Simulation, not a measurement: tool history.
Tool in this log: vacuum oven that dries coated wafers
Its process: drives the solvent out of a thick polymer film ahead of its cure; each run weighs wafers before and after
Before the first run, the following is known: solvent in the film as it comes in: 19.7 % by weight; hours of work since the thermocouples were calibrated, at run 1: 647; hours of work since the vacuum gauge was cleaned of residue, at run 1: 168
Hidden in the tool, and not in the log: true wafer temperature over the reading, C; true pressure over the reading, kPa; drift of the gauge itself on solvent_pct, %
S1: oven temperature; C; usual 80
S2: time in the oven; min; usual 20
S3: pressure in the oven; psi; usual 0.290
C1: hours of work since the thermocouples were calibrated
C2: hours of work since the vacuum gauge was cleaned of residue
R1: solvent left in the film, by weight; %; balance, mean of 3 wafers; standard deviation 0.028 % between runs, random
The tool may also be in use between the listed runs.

run,hour,S1,S2,S3,C1,C2,R1
1,0.0,80,20,0.290,647,168,2.24
2,14.6,80,20,0.290,654,175,2.26
3,31.0,80,20,0.290,663,184,2.27
4,49.7,80,20,0.290,673,193,2.18
5,69.3,80,20,0.290,683,203,2.24
6,90.2,80,20,0.290,693,214,2.24
7,99.8,80,20,0.290,698,219,2.24
8,116.6,80,20,0.290,707,228,2.27
9,129.1,80,20,0.290,713,234,2.26
10,149.0,80,23,0.290,724,244,2.05
11,158.2,80,23,0.290,728,249,2.03
12,175.2,80,19,0.290,737,258,2.32
13,190.1,87,20,0.290,745,266,1.55
14,202.2,87,20,0.290,751,272,1.51
15,212.2,73,27,0.290,756,277,2.77
16,232.2,80,22,0.290,766,287,2.13
17,249.5,95,20,0.685,775,296,2.37
18,267.3,71,20,0.170,785,305,2.87
19,285.3,77,20,0.148,794,315,1.72
20,295.6,77,20,0.148,799,320,1.73
21,308.8,77,20,0.148,806,327,1.76
22,320.8,76,29,0.290,812,333,2.29

Branching from run 22: 4 alternative next runs. What would each branch give?
A,332.7,80,25,0.290,818,339,?
B,332.7,83,11,0.872,818,339,?
C,332.7,72,12,0.332,818,339,?
D,332.7,79,20,0.290,818,339,?

run,R1
A,1.98
B,6.03
C,5.88
D,2.42
Without the tool's unlogged condition, the same runs would have read:
run,R1
A,2.14
B,6.57
C,6.40
D,2.66
